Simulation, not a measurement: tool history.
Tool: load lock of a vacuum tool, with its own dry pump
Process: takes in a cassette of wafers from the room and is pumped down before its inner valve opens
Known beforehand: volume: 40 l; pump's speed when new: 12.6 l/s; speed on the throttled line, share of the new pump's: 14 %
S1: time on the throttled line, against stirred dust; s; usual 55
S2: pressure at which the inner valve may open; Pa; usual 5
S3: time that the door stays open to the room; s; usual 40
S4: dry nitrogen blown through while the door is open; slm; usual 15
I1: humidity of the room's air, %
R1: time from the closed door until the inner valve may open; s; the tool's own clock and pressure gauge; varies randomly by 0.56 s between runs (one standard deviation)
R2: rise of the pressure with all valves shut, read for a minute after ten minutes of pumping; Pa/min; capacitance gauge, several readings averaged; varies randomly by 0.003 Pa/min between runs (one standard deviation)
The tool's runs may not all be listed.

run    hour  S1  S2   S3  S4    I1    R1     R2
  1     0.0  55   5   40  15  46.2  78.7  0.020
  2   276.8  55   5   40  15  45.3  79.3  0.019
  3   608.4  55   5   40  15  41.7  78.8  0.019
  4   991.9  55   9   40  15  45.8  76.9  0.018
  5  1228.8  55   9   40  15  43.3  76.4  0.023
  6  1597.0  55   9   40  15  41.7  77.3  0.016
  7  1843.9  55   5   40  15  44.6  78.5  0.014
  8  2192.6  55   5   40  15  47.9  79.0  0.020
  9  2592.3  55   5   89  15  46.1  79.7  0.029
 10  2971.2  55   5   40  15  47.3  78.8  0.021
 11  3200.4  55   5   40  15  45.9  79.7  0.021
 12  3420.7  60   5   40  15  42.8  83.3  0.017
 13  3629.7  55   5  134  15  41.2  79.9  0.024
 14  4043.5  55   5  134  15  45.6  79.1  0.032
 15  4375.0  55   5   40  15  46.4  79.9  0.017
 16  4640.3  55   5  134  15  44.1  79.1  0.033
 17  5111.9  55   5   40  15  47.2  79.5  0.018
 18  5306.8  55   5  191  15  44.6  78.6  0.036
 19  5706.2  55   5  191  15  44.8  79.1  0.038
 20  6097.5  55   5  191  15  43.0  79.1  0.036
 21  6463.9  55  10   40  15  41.6  77.1  0.020

The next listed run, before its measurement:
 22  6863.9  54   5  26  28  48.4   ?   ?

{"run 22": {"R1": 77.9, "R2": 0.007}}
Had the tool carried no hidden state, the very same run would have given R1 77.8 s, R2 0.006 Pa/min.
